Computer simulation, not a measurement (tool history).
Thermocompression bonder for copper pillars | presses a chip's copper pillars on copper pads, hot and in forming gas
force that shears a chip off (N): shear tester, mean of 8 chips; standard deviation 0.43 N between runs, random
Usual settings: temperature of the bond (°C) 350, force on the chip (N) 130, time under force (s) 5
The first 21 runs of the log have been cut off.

run,hour,temperature of the bond (°C),force on the chip (N),time under force (s),force that shears a chip off (N)
22,1564.9,329,108,3,43.7
23,1610.6,350,130,12,101.7
# hour 1638.2: forming gas filter changed
24,1704.4,350,119,12,96.6
25,1801.1,359,126,7,90.5
26,1883.2,365,126,3,71.3
27,1934.6,367,115,11,105.8
28,1979.8,321,115,11,71.7
# hour 1998.5: heater calibrated with a thermocouple chip
29,2057.2,321,176,4,61.2
30,2151.2,350,89,5,62.2
31,2212.8,350,89,3,50.4
32,2302.5,350,89,10,79.4
# hour 2328.4: gauge calibrated
33,2395.5,345,89,10,74.1
# hour 2428.9: forming gas filter changed
34,2485.4,349,83,5,57.4
35,2537.6,349,83,5,58
36,2579,350,130,10,95.1
37,2636.5,350,130,10,93.9
38,2704.2,350,122,5,71.9

Here are 4 independent what-if runs from the current tool condition. What would each one return?
A,2752.3,350,90,5,?
B,2752.3,346,89,3,?
C,2752.3,374,176,5,?
D,2752.3,350,85,11,?

run,force that shears a chip off (N)
A,60.1
B,47.2
C,103.4
D,78.8
With the hidden condition removed and each run's random variation left untouched, the same runs would have given:
run,force that shears a chip off (N)
A,59.6
B,46.7
C,102.7
D,78.1
